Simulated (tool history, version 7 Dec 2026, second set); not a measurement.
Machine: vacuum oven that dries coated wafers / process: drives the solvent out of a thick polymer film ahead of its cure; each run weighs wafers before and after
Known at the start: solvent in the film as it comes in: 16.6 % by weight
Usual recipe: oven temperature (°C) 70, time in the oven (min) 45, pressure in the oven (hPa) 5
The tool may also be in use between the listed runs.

Run 1, hour 0: usual settings. Result: solvent left in the film (%) 2.09.
Run 2, hour 15.8: usual settings. Result: solvent left in the film (%) 2.11.
Run 3, hour 27.8: usual settings. Result: solvent left in the film (%) 2.19.
Run 4, hour 48.3: usual settings but oven temperature (°C) 85. Result: solvent left in the film (%) 0.26.
Run 5, hour 68.1: usual settings but oven temperature (°C) 85, time in the oven (min) 29. Result: solvent left in the film (%) 0.79.
Run 6, hour 79: usual settings but oven temperature (°C) 85, time in the oven (min) 29. Result: solvent left in the film (%) 0.63.
Run 7, hour 101.6: usual settings but oven temperature (°C) 85, time in the oven (min) 29. Result: solvent left in the film (%) 0.66.
Run 8, hour 121.4: usual settings but oven temperature (°C) 67, time in the oven (min) 43, pressure in the oven (hPa) 3.48. Result: solvent left in the film (%) 3.
Run 9, hour 140.2: usual settings but oven temperature (°C) 67, time in the oven (min) 43, pressure in the oven (hPa) 3.48. Result: solvent left in the film (%) 3.01.
Run 10, hour 155.1: usual settings but oven temperature (°C) 67, time in the oven (min) 43, pressure in the oven (hPa) 3.48. Result: solvent left in the film (%) 2.96.
Run 11, hour 164.6: usual settings but oven temperature (°C) 68, time in the oven (min) 66, pressure in the oven (hPa) 5.07. Result: solvent left in the film (%) 1.39.
Run 12, hour 174.4: usual settings but oven temperature (°C) 68, time in the oven (min) 66, pressure in the oven (hPa) 5.07. Result: solvent left in the film (%) 1.53.
Run 13, hour 187.5: usual settings but oven temperature (°C) 57, time in the oven (min) 66, pressure in the oven (hPa) 5.07. Result: solvent left in the film (%) 4.62.
Run 14, hour 209.5: usual settings but oven temperature (°C) 57, time in the oven (min) 66, pressure in the oven (hPa) 5.07. Result: solvent left in the film (%) 4.59.

Alternative continuations, all from the tool just after run 14; predict every row:
Run A, hour 229.3: usual settings but time in the oven (min) 30. Result: solvent left in the film (%) ?.
Run B, hour 229.3: usual settings but oven temperature (°C) 78, time in the oven (min) 36, pressure in the oven (hPa) 19.31. Result: solvent left in the film (%) ?.
Run C, hour 229.3: usual settings but oven temperature (°C) 74, time in the oven (min) 41. Result: solvent left in the film (%) ?.
Run D, hour 229.3: usual settings but oven temperature (°C) 60, time in the oven (min) 55, pressure in the oven (hPa) 5.07. Result: solvent left in the film (%) ?.
Run E, hour 229.3: usual settings but oven temperature (°C) 57, time in the oven (min) 66, pressure in the oven (hPa) 15.19. Result: solvent left in the film (%) ?.

run  solvent left in the film (%)
  A                          3.79
  B                          2.11
  C                          1.51
  D                          4.35
  E                          6.03
The same runs, with their run-to-run variation unchanged, on a tool lacking any hidden condition would have given:
run  solvent left in the film (%)
  A                          3.79
  B                           2.1
  C                          1.51
  D                          4.34
  E                          6.02
